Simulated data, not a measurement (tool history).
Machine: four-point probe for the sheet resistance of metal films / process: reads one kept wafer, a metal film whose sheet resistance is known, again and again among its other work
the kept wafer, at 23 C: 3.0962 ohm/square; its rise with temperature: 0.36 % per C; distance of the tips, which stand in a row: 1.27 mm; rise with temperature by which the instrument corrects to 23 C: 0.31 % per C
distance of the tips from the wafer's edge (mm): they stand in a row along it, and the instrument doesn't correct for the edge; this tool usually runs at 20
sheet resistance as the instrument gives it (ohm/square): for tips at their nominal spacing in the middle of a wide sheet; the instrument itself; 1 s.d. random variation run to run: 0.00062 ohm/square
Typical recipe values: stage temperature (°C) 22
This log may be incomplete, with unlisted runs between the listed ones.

| run | hour | stage temperature (°C) | distance of the tips from the wafer's edge (mm) | sheet resistance as the instrument gives it (ohm/square) |
|---|---|---|---|---|
| 1 | 0 | 22 | 20 | 3.07486 |
| 2 | 16.6 | 22 | 20 | 3.07435 |
| 3 | 29 | 22 | 20 | 3.073719 |
| 4 | 44.3 | 22 | 51 | 3.068908 |
| 5 | 54.4 | 31 | 51 | 3.082302 |
| 6 | 66 | 31 | 51 | 3.081852 |
| 7 | 79.8 | 31 | 51 | 3.081621 |
| 8 | 97.6 | 22 | 50 | 3.068152 |
| 9 | 108.1 | 22 | 50 | 3.067692 |
| 10 | 117.8 | 22 | 50 | 3.066833 |
| 11 | 132.3 | 22 | 20 | 3.072597 |
| 12 | 142.7 | 19 | 20 | 3.067928 |
| 13 | 157.2 | 19 | 20 | 3.066815 |
| 14 | 174 | 19 | 68 | 3.061536 |
| 15 | 181.9 | 22 | 46 | 3.067007 |
| 16 | 197.6 | 24 | 20 | 3.074916 |
| 17 | 209.9 | 24 | 20 | 3.076817 |
| 18 | 227.8 | 22 | 20 | 3.070699 |
| 19 | 244.1 | 22 | 20 | 3.071128 |
| 20 | 256 | 22 | 35 | 3.067207 |
| 21 | 270.5 | 22 | 35 | 3.066963 |
| 22 | 278.6 | 22 | 35 | 3.065995 |
| 23 | 292.4 | 22 | 35 | 3.066595 |
| 24 | 305.8 | 24 | 15 | 3.079848 |
| 25 | 319.4 | 21 | 4 | 3.219038 |
| 26 | 334.1 | 25 | 27 | 3.071213 |
| 27 | 350.2 | 25 | 27 | 3.070949 |
| 28 | 360.1 | 24 | 20 | 3.073237 |
| 29 | 377.4 | 24 | 20 | 3.071234 |
| 30 | 395.7 | 24 | 20 | 3.0721 |
| 31 | 407.5 | 19 | 8 | 3.098448 |
| 32 | 416.5 | 19 | 8 | 3.098791 |
| 33 | 431.9 | 19 | 8 | 3.098001 |
| 34 | 439.9 | 22 | 4 | 3.218655 |
| 35 | 457.5 | 19 | 45 | 3.058019 |
| 36 | 467.6 | 25 | 45 | 3.067366 |
| 37 | 479.5 | 35 | 28 | 3.084411 |
| 38 | 496.6 | 31 | 3 | 3.343447 |
| 39 | 511.1 | 22 | 5 | 3.164342 |
| 40 | 529.2 | 22 | 5 | 3.163463 |
| 41 | 539 | 24 | 6 | 3.135287 |
| 42 | 553.7 | 24 | 6 | 3.136105 |
| 43 | 568.2 | 29 | 8 | 3.11205 |
| 44 | 583.9 | 26 | 70 | 3.067141 |
| 45 | 601.9 | 28 | 25 | 3.073346 |

Difference, measured minus no-hidden-state, one row per run. Run-to-run variation is common to both terms; the gauge's own scatter need not be:
The tool's hidden condition here consists of: inner tips' distance over the nominal, %; tips' flats over new ones', %; wafer's true temperature over the reading, C; drift of the gauge itself on sheet_ohm, %.
| run | sheet resistance as the instrument gives it (ohm/square) |
|---|---|
| 1 | -0.026621 |
| 2 | -0.026867 |
| 3 | -0.027058 |
| 4 | -0.027235 |
| 5 | -0.027466 |
| 6 | -0.027626 |
| 7 | -0.027819 |
| 8 | -0.028006 |
| 9 | -0.028173 |
| 10 | -0.028302 |
| 11 | -0.028568 |
| 12 | -0.028695 |
| 13 | -0.028905 |
| 14 | -0.029102 |
| 15 | -0.02926 |
| 16 | -0.029567 |
| 17 | -0.029764 |
| 18 | -0.029978 |
| 19 | -0.030222 |
| 20 | -0.030372 |
| 21 | -0.030594 |
| 22 | -0.030698 |
| 23 | -0.030916 |
| 24 | -0.03124 |
| 25 | -0.032763 |
| 26 | -0.031575 |
| 27 | -0.031804 |
| 28 | -0.031982 |
| 29 | -0.032227 |
| 30 | -0.032518 |
| 31 | -0.032993 |
| 32 | -0.033123 |
| 33 | -0.033339 |
| 34 | -0.034642 |
| 35 | -0.033319 |
| 36 | -0.033546 |
| 37 | -0.033863 |
| 38 | -0.036751 |
| 39 | -0.035208 |
| 40 | -0.035468 |
| 41 | -0.035315 |
| 42 | -0.035566 |
| 43 | -0.035503 |
| 44 | -0.035274 |
| 45 | -0.035605 |

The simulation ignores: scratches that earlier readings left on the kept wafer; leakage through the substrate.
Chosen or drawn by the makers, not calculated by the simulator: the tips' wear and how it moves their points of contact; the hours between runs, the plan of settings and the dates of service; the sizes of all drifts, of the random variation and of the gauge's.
